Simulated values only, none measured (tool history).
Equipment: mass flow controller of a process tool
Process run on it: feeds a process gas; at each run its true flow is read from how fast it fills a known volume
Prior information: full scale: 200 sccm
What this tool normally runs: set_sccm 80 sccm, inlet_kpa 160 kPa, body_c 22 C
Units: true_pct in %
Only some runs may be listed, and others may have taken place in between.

run 1 hour=0.0 | set_sccm=80 inlet_kpa=160 body_c=22 | true_pct=95.81
run 2 hour=52.2 | set_sccm=80 inlet_kpa=160 body_c=22 | true_pct=95.83
run 3 hour=161.1 | set_sccm=80 inlet_kpa=160 body_c=22 | true_pct=95.68
run 4 hour=237.3 | set_sccm=80 inlet_kpa=160 body_c=22 | true_pct=95.70
run 5 hour=318.4 | set_sccm=80 inlet_kpa=160 body_c=22 | true_pct=95.62
run 6 hour=382.7 | set_sccm=80 inlet_kpa=160 body_c=22 | true_pct=95.71
run 7 hour=474.2 | set_sccm=80 inlet_kpa=160 body_c=22 | true_pct=95.57
run 8 hour=546.8 | set_sccm=80 inlet_kpa=160 body_c=22 | true_pct=95.58
run 9 hour=633.3 | set_sccm=80 inlet_kpa=160 body_c=22 | true_pct=95.56
run 10 hour=705.5 | set_sccm=80 inlet_kpa=160 body_c=22 | true_pct=95.48
run 11 hour=800.0 | set_sccm=80 inlet_kpa=160 body_c=22 | true_pct=95.47
run 12 hour=868.8 | set_sccm=80 inlet_kpa=160 body_c=22 | true_pct=95.35
run 13 hour=985.9 | set_sccm=80 inlet_kpa=160 body_c=22 | true_pct=95.31
run 14 hour=1039.1 | set_sccm=80 inlet_kpa=160 body_c=23 | true_pct=95.03
run 15 hour=1121.0 | set_sccm=80 inlet_kpa=160 body_c=23 | true_pct=95.08
run 16 hour=1199.5 | set_sccm=80 inlet_kpa=160 body_c=23 | true_pct=95.07
run 17 hour=1317.3 | set_sccm=80 inlet_kpa=169 body_c=22 | true_pct=94.99
run 18 hour=1368.7 | set_sccm=80 inlet_kpa=169 body_c=22 | true_pct=94.88
run 19 hour=1450.6 | set_sccm=80 inlet_kpa=217 body_c=22 | true_pct=94.86
run 20 hour=1569.6 | set_sccm=80 inlet_kpa=217 body_c=22 | true_pct=96.39
run 21 hour=1690.5 | set_sccm=80 inlet_kpa=169 body_c=22 | true_pct=96.41
run 22 hour=1812.3 | set_sccm=80 inlet_kpa=169 body_c=22 | true_pct=96.30
run 23 hour=1883.6 | set_sccm=80 inlet_kpa=169 body_c=22 | true_pct=96.22
run 24 hour=1941.9 | set_sccm=80 inlet_kpa=169 body_c=22 | true_pct=96.28
run 25 hour=2054.2 | set_sccm=28 inlet_kpa=156 body_c=35 | true_pct=95.74
run 26 hour=2157.1 | set_sccm=28 inlet_kpa=156 body_c=35 | true_pct=95.79
run 27 hour=2246.3 | set_sccm=174 inlet_kpa=203 body_c=25 | true_pct=97.54
run 28 hour=2349.1 | set_sccm=126 inlet_kpa=220 body_c=33 | true_pct=97.38
run 29 hour=2461.7 | set_sccm=41 inlet_kpa=264 body_c=23 | true_pct=95.49
run 30 hour=2525.0 | set_sccm=41 inlet_kpa=264 body_c=23 | true_pct=95.36
run 31 hour=2584.9 | set_sccm=21 inlet_kpa=224 body_c=37 | true_pct=95.14
run 32 hour=2645.8 | set_sccm=80 inlet_kpa=155 body_c=22 | true_pct=96.02
run 33 hour=2758.8 | set_sccm=80 inlet_kpa=169 body_c=23 | true_pct=95.81
run 34 hour=2850.5 | set_sccm=80 inlet_kpa=169 body_c=23 | true_pct=95.84
run 35 hour=2954.5 | set_sccm=134 inlet_kpa=161 body_c=25 | true_pct=96.85
run 36 hour=3011.7 | set_sccm=134 inlet_kpa=161 body_c=25 | true_pct=96.79
run 37 hour=3103.1 | set_sccm=47 inlet_kpa=210 body_c=27 | true_pct=95.44
run 38 hour=3204.0 | set_sccm=28 inlet_kpa=160 body_c=24 | true_pct=94.50
run 39 hour=3262.0 | set_sccm=20 inlet_kpa=160 body_c=22 | true_pct=93.82
run 40 hour=3326.0 | set_sccm=180 inlet_kpa=202 body_c=29 | true_pct=97.38
run 41 hour=3404.6 | set_sccm=25 inlet_kpa=197 body_c=33 | true_pct=94.55
run 42 hour=3484.2 | set_sccm=180 inlet_kpa=275 body_c=32 | true_pct=97.58
run 43 hour=3577.8 | set_sccm=30 inlet_kpa=160 body_c=22 | true_pct=94.23
run 44 hour=3698.5 | set_sccm=30 inlet_kpa=160 body_c=22 | true_pct=93.97
run 45 hour=3786.7 | set_sccm=49 inlet_kpa=180 body_c=22 | true_pct=94.80
run 46 hour=3869.0 | set_sccm=24 inlet_kpa=229 body_c=35 | true_pct=94.17
run 47 hour=3977.0 | set_sccm=120 inlet_kpa=160 body_c=22 | true_pct=95.96

Withheld: 2 entries from between the runs. Position of each, and hidden state at the listed run before versus the listed run after:
In the gap between runs 13 and 14: controller's zero set anew (hour 992.8)
  flow at rest that the sensor doesn't see, % of full scale: -0.508 -> -0.63; true flow over the shown one, %: -1.66 -> -1.67
  measured result minus the result with no hidden state, true_pct: -2.92 -> -3.24 %
In the gap between runs 19 and 20: controller's zero set anew, once more (hour 1492.1)
  flow at rest that the sensor doesn't see, % of full scale: -0.658 -> -0.033; true flow over the shown one, %: -1.78 -> -1.81
  measured result minus the result with no hidden state, true_pct: -3.42 -> -1.89 %

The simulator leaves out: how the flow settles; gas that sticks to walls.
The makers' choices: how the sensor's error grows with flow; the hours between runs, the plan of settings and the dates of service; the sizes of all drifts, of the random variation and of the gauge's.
